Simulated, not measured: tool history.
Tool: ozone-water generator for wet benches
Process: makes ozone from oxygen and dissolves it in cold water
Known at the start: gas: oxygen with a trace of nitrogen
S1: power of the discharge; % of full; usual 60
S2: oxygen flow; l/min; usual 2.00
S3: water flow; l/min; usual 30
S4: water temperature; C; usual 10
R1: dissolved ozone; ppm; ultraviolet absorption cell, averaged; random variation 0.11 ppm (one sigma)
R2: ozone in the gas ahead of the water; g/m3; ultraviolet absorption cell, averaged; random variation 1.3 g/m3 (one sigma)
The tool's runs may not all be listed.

| run | hour | S1 | S2 | S3 | S4 | R1 | R2 |
|---|---|---|---|---|---|---|---|
| 1 | 0.0 | 60 | 2.00 | 30 | 10 | 8.5 | 237.5 |
| 2 | 25.0 | 60 | 2.00 | 30 | 10 | 8.3 | 239.1 |
| 3 | 54.1 | 60 | 2.00 | 30 | 10 | 8.5 | 240.0 |
| 4 | 101.1 | 60 | 2.00 | 30 | 9 | 8.3 | 237.9 |
| 5 | 150.0 | 60 | 2.00 | 30 | 10 | 8.3 | 239.3 |
| 6 | 175.5 | 80 | 2.00 | 30 | 10 | 9.6 | 279.1 |
| 7 | 214.7 | 60 | 2.00 | 30 | 10 | 8.5 | 239.9 |
| 8 | 253.0 | 60 | 2.00 | 30 | 10 | 8.5 | 238.3 |
| 9 | 291.8 | 60 | 2.00 | 30 | 10 | 8.3 | 241.0 |
| 10 | 329.0 | 60 | 2.00 | 30 | 10 | 8.4 | 239.2 |
| 11 | 370.1 | 60 | 2.00 | 30 | 12 | 8.2 | 237.6 |
| 12 | 424.4 | 60 | 2.00 | 30 | 10 | 8.4 | 238.9 |
| 13 | 466.0 | 60 | 1.39 | 30 | 10 | 7.6 | 292.5 |
| 14 | 507.2 | 60 | 2.00 | 30 | 10 | 8.4 | 238.8 |
| 15 | 558.1 | 60 | 2.00 | 30 | 10 | 8.5 | 241.1 |
| 16 | 582.6 | 60 | 1.89 | 30 | 10 | 8.2 | 250.7 |
| 17 | 627.0 | 60 | 1.89 | 30 | 10 | 8.3 | 248.7 |
| 18 | 676.6 | 48 | 2.43 | 22 | 10 | 11.5 | 190.3 |

Forecast run 19:
| 19 | 712.1 | 60 | 2.00 | 35 | 16 | ? | ? |

{"run 19": {"R1": 6.6, "R2": 238.2}}
Without the tool's hidden state the same run would have given R1 6.6 ppm, R2 238.3 g/m3.
